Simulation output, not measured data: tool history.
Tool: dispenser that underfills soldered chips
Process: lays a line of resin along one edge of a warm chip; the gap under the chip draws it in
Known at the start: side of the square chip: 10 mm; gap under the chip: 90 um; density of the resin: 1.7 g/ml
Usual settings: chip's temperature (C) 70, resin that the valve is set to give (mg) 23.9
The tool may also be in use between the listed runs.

run   hour  chip's temperature (C)  resin that the valve is set to give (mg)  time until the resin shows at the far edge (s)  resin that the valve gave (mg)
  1      0                      70                                      23.9                                            67.1                           23.61
       1.3  -- new syringe of resin
  2    3.6                      70                                      23.9                                            35.5                           23.66
  3   10.3                      60                                      23.9                                            69.4                            23.6
  4   14.4                      60                                      23.9                                            81.1                           23.58
  5     19                      60                                      23.9                                           101.2                           23.55
      19.7  -- new syringe of resin
  6   23.8                      80                                      23.9                                            27.2                           23.49
  7   29.8                      70                                      30.4                                            47.6                           29.91
  8   33.4                      70                                      30.5                                            56.7                           29.94
      38.1  -- new syringe of resin
  9   39.5                      70                                      30.5                                            35.1                           29.92
 10   44.9                      70                                      21.8                                              45                            21.3
 11   51.1                      70                                      21.8                                            56.5                           21.31
      56.5  -- new syringe of resin
 12   58.2                      70                                      21.8                                            35.2                           21.27
 13     65                      56                                      23.9                                            80.4                           23.33
 14   72.1                      70                                      23.9                                              63                           23.32
        75  -- new syringe of resin
 15   78.5                      70                                      23.9                                            38.3                           23.24
 16   85.5                      70                                      22.6                                            52.5                           21.95
 17   88.7                      70                                      22.6                                            59.1                           21.89
 18   92.4                      70                                      22.6                                            69.2                            21.9
      93.5  -- new syringe of resin
 19   99.2                      80                                        24                                            28.9                           23.15
 20    103                      65                                      27.3                                              57                            26.4
 21  107.4                      65                                      27.3                                            69.1                           26.41
     111.9  -- new syringe of resin
 22  113.1                      65                                      27.3                                            41.8                           26.35
 23  118.8                      82                                      23.8                                            28.8                           22.89
     120.9  -- dispensing valve cleaned and set on the balance
 24    127                      80                                      24.8                                            39.6                           24.78
     131.6  -- new syringe of resin
 25  134.2                      66                                        22                                            42.5                           21.95
 26  139.7                      70                                      26.5                                            44.5                           26.43
 27    147                      66                                      25.2                                              69                           25.07
     150.3  -- new syringe of resin
 28  154.1                      61                                      27.1                                            53.4                           27.03
 29  161.2                      61                                      27.1                                              71                           26.88
 30  167.9                      59                                      27.5                                           100.9                           27.33
     168.7  -- new syringe of resin
 31  172.5                      59                                      27.5                                            56.1                           27.27
 32    176                      59                                      27.5                                              65                            27.2
 33  183.2                      59                                      27.5                                            87.4                           27.17
     187.5  -- new syringe of resin
 34  188.4                      62                                        25                                              44                           24.71

Forecast run 35:
 35  193.1                      79                                      23.9                                               ?                               ?

Run 35 gave time until the resin shows at the far edge (s) 28.8, resin that the valve gave (mg) 23.63.
Without the tool's hidden state the same run would have given time until the resin shows at the far edge (s) 22.8, resin that the valve gave (mg) 23.94.
